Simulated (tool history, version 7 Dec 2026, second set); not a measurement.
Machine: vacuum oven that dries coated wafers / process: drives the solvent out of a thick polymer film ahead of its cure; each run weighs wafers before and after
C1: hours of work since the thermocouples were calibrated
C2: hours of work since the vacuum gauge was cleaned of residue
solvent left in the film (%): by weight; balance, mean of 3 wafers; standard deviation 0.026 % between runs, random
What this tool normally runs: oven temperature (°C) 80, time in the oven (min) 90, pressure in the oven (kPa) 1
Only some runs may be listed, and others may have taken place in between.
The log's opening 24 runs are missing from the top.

{"run": 25, "day": 24.638, "oven temperature (°C)": 73, "time in the oven (min)": 47, "pressure in the oven (kPa)": 1.51, "C1": 169, "C2": 534, "solvent left in the film (%)": 5.25}
{"run": 26, "day": 25.9, "oven temperature (°C)": 73, "time in the oven (min)": 86, "pressure in the oven (kPa)": 0.61, "C1": 183, "C2": 548, "solvent left in the film (%)": 2.08}
{"run": 27, "day": 26.921, "oven temperature (°C)": 73, "time in the oven (min)": 86, "pressure in the oven (kPa)": 0.61, "C1": 194, "C2": 559, "solvent left in the film (%)": 2.11}
{"run": 28, "day": 27.696, "oven temperature (°C)": 73, "time in the oven (min)": 86, "pressure in the oven (kPa)": 0.61, "C1": 202, "C2": 567, "solvent left in the film (%)": 2.11}
{"run": 29, "day": 28.417, "oven temperature (°C)": 73, "time in the oven (min)": 74, "pressure in the oven (kPa)": 0.61, "C1": 210, "C2": 575, "solvent left in the film (%)": 2.72}
{"run": 30, "day": 29.067, "oven temperature (°C)": 73, "time in the oven (min)": 74, "pressure in the oven (kPa)": 0.61, "C1": 217, "C2": 582, "solvent left in the film (%)": 2.72}
{"run": 31, "day": 29.679, "oven temperature (°C)": 73, "time in the oven (min)": 74, "pressure in the oven (kPa)": 0.61, "C1": 224, "C2": 589, "solvent left in the film (%)": 2.78}
{"run": 32, "day": 30.483, "oven temperature (°C)": 80, "time in the oven (min)": 48, "pressure in the oven (kPa)": 0.61, "C1": 233, "C2": 598, "solvent left in the film (%)": 3.19}
{"run": 33, "day": 31.783, "oven temperature (°C)": 78, "time in the oven (min)": 76, "pressure in the oven (kPa)": 0.94, "C1": 247, "C2": 612, "solvent left in the film (%)": 1.73}
{"run": 34, "day": 32.925, "oven temperature (°C)": 78, "time in the oven (min)": 76, "pressure in the oven (kPa)": 0.94, "C1": 259, "C2": 624, "solvent left in the film (%)": 1.75}
{"run": 35, "day": 33.933, "oven temperature (°C)": 67, "time in the oven (min)": 57, "pressure in the oven (kPa)": 2.79, "C1": 270, "C2": 635, "solvent left in the film (%)": 6.12}
{"run": 36, "day": 34.55, "oven temperature (°C)": 80, "time in the oven (min)": 73, "pressure in the oven (kPa)": 2.78, "C1": 277, "C2": 642, "solvent left in the film (%)": 2.11}
{"run": 37, "day": 35.554, "oven temperature (°C)": 80, "time in the oven (min)": 90, "pressure in the oven (kPa)": 1.38, "C1": 287, "C2": 652, "solvent left in the film (%)": 1.14}
{"run": 38, "day": 36.554, "oven temperature (°C)": 80, "time in the oven (min)": 90, "pressure in the oven (kPa)": 1.38, "C1": 298, "C2": 663, "solvent left in the film (%)": 1.15}
{"run": 39, "day": 37.258, "oven temperature (°C)": 91, "time in the oven (min)": 54, "pressure in the oven (kPa)": 2.51, "C1": 306, "C2": 671, "solvent left in the film (%)": 1.26}
{"run": 40, "day": 38.238, "oven temperature (°C)": 80, "time in the oven (min)": 90, "pressure in the oven (kPa)": 1.62, "C1": 316, "C2": 681, "solvent left in the film (%)": 1.24}
{"run": 41, "day": 39.567, "oven temperature (°C)": 74, "time in the oven (min)": 50, "pressure in the oven (kPa)": 3.82, "C1": 331, "C2": 696, "solvent left in the film (%)": 5.28}
{"run": 42, "day": 40.175, "oven temperature (°C)": 94, "time in the oven (min)": 50, "pressure in the oven (kPa)": 3.28, "C1": 337, "C2": 702, "solvent left in the film (%)": 1.28}
{"run": 43, "day": 41.396, "oven temperature (°C)": 94, "time in the oven (min)": 89, "pressure in the oven (kPa)": 3.28, "C1": 351, "C2": 716, "solvent left in the film (%)": 0.63}
{"run": 44, "day": 42.096, "oven temperature (°C)": 73, "time in the oven (min)": 106, "pressure in the oven (kPa)": 2.85, "C1": 358, "C2": 723, "solvent left in the film (%)": 2.16}
{"run": 45, "day": 43.088, "oven temperature (°C)": 73, "time in the oven (min)": 74, "pressure in the oven (kPa)": 3.05, "C1": 369, "C2": 734, "solvent left in the film (%)": 3.42}
{"run": 46, "day": 43.667, "oven temperature (°C)": 74, "time in the oven (min)": 74, "pressure in the oven (kPa)": 3.05, "C1": 375, "C2": 740, "solvent left in the film (%)": 3.22}
{"run": 47, "day": 44.408, "oven temperature (°C)": 74, "time in the oven (min)": 74, "pressure in the oven (kPa)": 3.05, "C1": 383, "C2": 748, "solvent left in the film (%)": 3.24}

Forecast each of these 4 alternatives for the next run:
{"run": "A", "day": 45.329, "oven temperature (°C)": 80, "time in the oven (min)": 94, "pressure in the oven (kPa)": 1, "C1": 393, "C2": 758, "solvent left in the film (%)": "?"}
{"run": "B", "day": 45.329, "oven temperature (°C)": 80, "time in the oven (min)": 47, "pressure in the oven (kPa)": 1, "C1": 393, "C2": 758, "solvent left in the film (%)": "?"}
{"run": "C", "day": 45.329, "oven temperature (°C)": 81, "time in the oven (min)": 90, "pressure in the oven (kPa)": 1, "C1": 393, "C2": 758, "solvent left in the film (%)": "?"}
{"run": "D", "day": 45.329, "oven temperature (°C)": 66, "time in the oven (min)": 144, "pressure in the oven (kPa)": 2.57, "C1": 393, "C2": 758, "solvent left in the film (%)": "?"}

run=A solvent_left_in_the_film_(%)=0.98
run=B solvent_left_in_the_film_(%)=3.31
run=C solvent_left_in_the_film_(%)=0.93
run=D solvent_left_in_the_film_(%)=2.46
Had the tool no hidden state, the same runs would have come out as:
run=A solvent_left_in_the_film_(%)=0.98
run=B solvent_left_in_the_film_(%)=3.38
run=C solvent_left_in_the_film_(%)=0.93
run=D solvent_left_in_the_film_(%)=2.45

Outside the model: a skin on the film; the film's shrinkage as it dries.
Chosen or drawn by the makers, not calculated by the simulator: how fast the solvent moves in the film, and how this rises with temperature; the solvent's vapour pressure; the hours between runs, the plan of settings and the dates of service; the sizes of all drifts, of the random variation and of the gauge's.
